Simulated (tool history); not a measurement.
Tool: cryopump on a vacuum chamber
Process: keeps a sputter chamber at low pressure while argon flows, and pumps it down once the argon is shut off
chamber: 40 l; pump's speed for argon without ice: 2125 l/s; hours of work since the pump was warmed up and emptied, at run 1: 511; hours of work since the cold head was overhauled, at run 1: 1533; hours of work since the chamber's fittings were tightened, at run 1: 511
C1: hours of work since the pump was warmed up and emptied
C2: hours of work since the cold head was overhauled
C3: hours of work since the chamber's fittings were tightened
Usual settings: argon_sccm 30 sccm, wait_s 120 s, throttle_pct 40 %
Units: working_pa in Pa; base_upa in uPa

{"run": 1, "hour": 0.0, "argon_sccm": 30, "wait_s": 120, "throttle_pct": 40, "C1": 511, "C2": 1533, "C3": 511, "working_pa": 0.0614, "base_upa": 1.05}
{"run": 2, "hour": 33.2, "argon_sccm": 30, "wait_s": 169, "throttle_pct": 40, "C1": 535, "C2": 1557, "C3": 535, "working_pa": 0.0624, "base_upa": 0.92}
{"run": 3, "hour": 67.3, "argon_sccm": 30, "wait_s": 169, "throttle_pct": 40, "C1": 559, "C2": 1581, "C3": 559, "working_pa": 0.0617, "base_upa": 0.91}
{"run": 4, "hour": 105.4, "argon_sccm": 30, "wait_s": 120, "throttle_pct": 40, "C1": 586, "C2": 1608, "C3": 586, "working_pa": 0.0628, "base_upa": 1.13}
{"run": 5, "hour": 147.5, "argon_sccm": 30, "wait_s": 120, "throttle_pct": 40, "C1": 616, "C2": 1638, "C3": 616, "working_pa": 0.062, "base_upa": 1.15}
{"run": 6, "hour": 180.1, "argon_sccm": 30, "wait_s": 46, "throttle_pct": 40, "C1": 639, "C2": 1661, "C3": 639, "working_pa": 0.0621, "base_upa": 2.01}
{"run": 7, "hour": 219.1, "argon_sccm": 30, "wait_s": 110, "throttle_pct": 40, "C1": 667, "C2": 1688, "C3": 667, "working_pa": 0.0629, "base_upa": 1.25}
{"run": 8, "hour": 268.5, "argon_sccm": 30, "wait_s": 120, "throttle_pct": 19, "C1": 702, "C2": 1723, "C3": 702, "working_pa": 0.1281, "base_upa": 1.19}
{"run": 9, "hour": 295.9, "argon_sccm": 35, "wait_s": 41, "throttle_pct": 19, "C1": 721, "C2": 1743, "C3": 721, "working_pa": 0.1505, "base_upa": 2.29}
{"run": 10, "hour": 347.1, "argon_sccm": 41, "wait_s": 120, "throttle_pct": 40, "C1": 757, "C2": 1779, "C3": 757, "working_pa": 0.086, "base_upa": 1.24}
{"run": 11, "hour": 402.4, "argon_sccm": 41, "wait_s": 120, "throttle_pct": 40, "C1": 796, "C2": 1818, "C3": 796, "working_pa": 0.0861, "base_upa": 1.3}
{"run": 12, "hour": 434.7, "argon_sccm": 30, "wait_s": 256, "throttle_pct": 57, "C1": 819, "C2": 1841, "C3": 819, "working_pa": 0.0451, "base_upa": 0.98}
{"run": 13, "hour": 484.1, "argon_sccm": 25, "wait_s": 120, "throttle_pct": 40, "C1": 854, "C2": 1876, "C3": 854, "working_pa": 0.0542, "base_upa": 1.32}
{"run": 14, "hour": 511.0, "argon_sccm": 25, "wait_s": 120, "throttle_pct": 35, "C1": 873, "C2": 1895, "C3": 873, "working_pa": 0.0605, "base_upa": 1.34}

5 ways to go on from here, each from the tool as it stands after run 14. What would each give?
{"run": "A", "hour": 548.0, "argon_sccm": 50, "wait_s": 38, "throttle_pct": 20, "C1": 900, "C2": 1921, "C3": 900, "working_pa": "?", "base_upa": "?"}
{"run": "B", "hour": 548.0, "argon_sccm": 43, "wait_s": 120, "throttle_pct": 26, "C1": 900, "C2": 1921, "C3": 900, "working_pa": "?", "base_upa": "?"}
{"run": "C", "hour": 548.0, "argon_sccm": 27, "wait_s": 36, "throttle_pct": 40, "C1": 900, "C2": 1921, "C3": 900, "working_pa": "?", "base_upa": "?"}
{"run": "D", "hour": 548.0, "argon_sccm": 18, "wait_s": 60, "throttle_pct": 35, "C1": 900, "C2": 1921, "C3": 900, "working_pa": "?", "base_upa": "?"}
{"run": "E", "hour": 548.0, "argon_sccm": 22, "wait_s": 24, "throttle_pct": 40, "C1": 900, "C2": 1921, "C3": 900, "working_pa": "?", "base_upa": "?"}

run=A working_pa=0.2063 base_upa=2.55
run=B working_pa=0.1388 base_upa=1.35
run=C working_pa=0.0576 base_upa=2.56
run=D working_pa=0.043 base_upa=1.9
run=E working_pa=0.0475 base_upa=3.38
Without the tool's hidden state the same runs would have given:
run=A working_pa=0.1992 base_upa=1.86
run=B working_pa=0.1327 base_upa=0.67
run=C working_pa=0.0538 base_upa=1.89
run=D working_pa=0.0405 base_upa=1.21
run=E working_pa=0.0444 base_upa=2.71

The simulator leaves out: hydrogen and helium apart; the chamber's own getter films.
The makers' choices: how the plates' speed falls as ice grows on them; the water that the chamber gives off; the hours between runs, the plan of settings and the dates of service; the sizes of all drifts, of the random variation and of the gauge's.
